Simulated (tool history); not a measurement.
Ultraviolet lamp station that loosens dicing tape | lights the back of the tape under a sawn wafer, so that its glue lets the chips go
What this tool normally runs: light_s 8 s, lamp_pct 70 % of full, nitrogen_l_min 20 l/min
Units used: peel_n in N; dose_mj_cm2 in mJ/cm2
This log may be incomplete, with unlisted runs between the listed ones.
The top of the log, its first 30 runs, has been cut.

run,hour,light_s,lamp_pct,nitrogen_l_min,hours of work of the lamp,hours of work since the window was cleaned,peel_n,dose_mj_cm2
31,763.4,14,99,25,515,229,0.142,474
32,787.6,6,70,16,526,241,0.978,147
33,818.5,6,70,16,541,256,0.982,145
34,853.7,6,67,16,558,272,1.043,139
35,873,6,67,16,567,282,1.032,136
36,901.2,6,67,16,580,295,1.091,136
37,923.2,6,67,16,591,305,1.036,135
38,946.2,13,71,9,602,316,0.411,313
39,982.8,13,71,9,619,334,0.428,314

What will run 40 give?
40,1001.6,5,73,8,628,343,?,?

peel_n: 1.49 N
dose_mj_cm2: 121 mJ/cm2
If the tool had no hidden condition, the same run with the same run-to-run variation would have returned peel_n 1.484 N, dose_mj_cm2 122 mJ/cm2.
